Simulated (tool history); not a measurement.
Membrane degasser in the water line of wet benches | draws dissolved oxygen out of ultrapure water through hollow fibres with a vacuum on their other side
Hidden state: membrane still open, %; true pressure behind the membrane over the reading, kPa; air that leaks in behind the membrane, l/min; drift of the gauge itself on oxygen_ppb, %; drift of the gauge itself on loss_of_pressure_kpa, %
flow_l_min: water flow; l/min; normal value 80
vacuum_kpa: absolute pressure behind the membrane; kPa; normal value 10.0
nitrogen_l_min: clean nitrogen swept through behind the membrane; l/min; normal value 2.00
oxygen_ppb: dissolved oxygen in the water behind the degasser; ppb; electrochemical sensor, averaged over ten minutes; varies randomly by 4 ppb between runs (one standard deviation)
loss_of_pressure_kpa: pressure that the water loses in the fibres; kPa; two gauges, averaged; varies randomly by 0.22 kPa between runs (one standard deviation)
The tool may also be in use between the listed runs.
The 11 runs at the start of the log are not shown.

run,hour,flow_l_min,vacuum_kpa,nitrogen_l_min,hours since the membrane was changed,hours since the vacuum gauge was calibrated,hours since the vacuum lines were made tight,oxygen_ppb,loss_of_pressure_kpa
12,1880.4,80,10.0,2.00,5673,2095,6492,583.0,55.62
13,2061.4,80,10.0,2.00,5854,2276,6673,590.9,56.00
14,2171.4,80,10.0,2.00,5964,2386,6783,589.3,55.81
15,2269.5,75,10.0,2.00,6062,2484,6882,547.3,52.30
16,2417.9,75,10.0,2.00,6210,2632,7030,552.3,52.70
# hour 2486.0: gauge calibrated
17,2560.1,75,10.0,2.00,6352,2774,7172,542.3,51.22
18,2676.3,80,10.2,3.86,6468,2891,7288,384.5,54.72
19,2855.6,53,18.1,1.55,6648,3070,7468,960.1,36.21
# hour 2899.3: seals of the vacuum lines changed
20,3031.1,66,14.4,2.06,6821,3243,132,740.3,45.13
21,3168.4,66,13.9,2.06,6959,3381,269,700.5,45.48
22,3319.3,66,10.8,2.71,7109,3532,420,419.1,45.54
23,3482.9,62,8.5,1.33,7273,3695,584,482.1,42.73
24,3664.8,62,8.5,1.33,7455,3877,765,483.7,42.82
25,3782.4,87,7.4,2.00,7572,3995,883,438.8,60.10
26,3945.2,81,7.4,2.00,7735,4157,1046,403.1,56.10
27,4082.2,81,7.4,2.00,7872,4294,1183,403.9,56.22
28,4278.3,80,22.7,1.73,8068,4491,1379,1548.6,55.42
29,4373.7,80,22.7,1.73,8164,4586,1474,1552.0,55.45
# hour 4535.9: vacuum gauge calibrated
30,4565.0,80,10.0,1.43,8355,29,1665,729.5,55.89
31,4701.5,101,23.6,2.00,8491,166,1802,1734.2,70.36
32,4816.2,101,23.6,1.36,8606,280,1916,2211.6,70.51

4 options for the next run, each taken on its own from the tool as it stands now. Forecast them:
A,4911.3,126,20.8,1.86,8701,375,2012,?,?
B,4911.3,70,22.8,4.07,8701,375,2012,?,?
C,4911.3,101,15.4,2.62,8701,375,2012,?,?
D,4911.3,101,12.1,1.39,8701,375,2012,?,?

run,oxygen_ppb,loss_of_pressure_kpa
A,1969.4,88.05
B,739.1,49.05
C,1008.1,69.86
D,1138.7,70.43
Had the tool no hidden state, the same runs would have come out as:
run,oxygen_ppb,loss_of_pressure_kpa
A,1968.9,85.68
B,739.0,47.73
C,1007.7,67.97
D,1138.3,68.53

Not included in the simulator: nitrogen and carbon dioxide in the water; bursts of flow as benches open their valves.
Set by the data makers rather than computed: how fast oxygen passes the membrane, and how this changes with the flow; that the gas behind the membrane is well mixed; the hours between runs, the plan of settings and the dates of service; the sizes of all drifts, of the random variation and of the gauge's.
